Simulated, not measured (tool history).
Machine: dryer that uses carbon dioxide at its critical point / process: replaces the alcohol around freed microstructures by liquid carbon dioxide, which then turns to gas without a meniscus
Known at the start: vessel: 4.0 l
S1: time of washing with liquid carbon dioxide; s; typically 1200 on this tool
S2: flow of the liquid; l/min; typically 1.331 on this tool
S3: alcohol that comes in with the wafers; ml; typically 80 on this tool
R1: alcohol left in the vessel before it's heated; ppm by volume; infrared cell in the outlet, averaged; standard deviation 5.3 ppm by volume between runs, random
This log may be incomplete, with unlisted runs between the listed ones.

run	hour	S1	S2	S3	R1
1	0	1200	1.331	80	335
2	15.3	1200	1.331	80	337
3	47.5	1200	1.331	80	360
4	75.6	1200	1.331	80	357
5	97.1	1080	1.331	80	496
6	133.7	1080	1.331	80	526
# hour 137.6: inlet filter changed
7	164.2	1080	1.331	80	314
8	198.8	1080	1.331	80	325
9	226.2	900	1.331	80	573
10	257.6	900	1.331	80	586
11	274.4	900	1.331	80	591
12	307	1200	1	80	630
13	337	1260	1.331	92	244
14	370	1140	1.331	21	180
15	399.9	1200	1.331	24	183
16	433.7	720	2.15	24	191
17	462.7	960	1	80	1252
18	496.9	780	1.04	80	1914
19	530.5	1140	1.331	34	236
20	557.9	1500	1.52	118	176
21	580.7	1500	1.52	118	184
22	605.7	780	1.7	57	418
23	626.6	780	1.7	57	419

Alternative continuations, all from the tool just after run 23; predict every row:
A	661.3	1140	1.331	80	?
B	661.3	780	1.7	82	?
C	661.3	1380	1.99	36	?
D	661.3	1200	1.21	26	?

run	R1
A	388
B	559
C	171
D	257
The same runs, with their run-to-run variation unchanged, on a tool lacking any hidden condition would have given:
run	R1
A	156
B	282
C	12
D	67

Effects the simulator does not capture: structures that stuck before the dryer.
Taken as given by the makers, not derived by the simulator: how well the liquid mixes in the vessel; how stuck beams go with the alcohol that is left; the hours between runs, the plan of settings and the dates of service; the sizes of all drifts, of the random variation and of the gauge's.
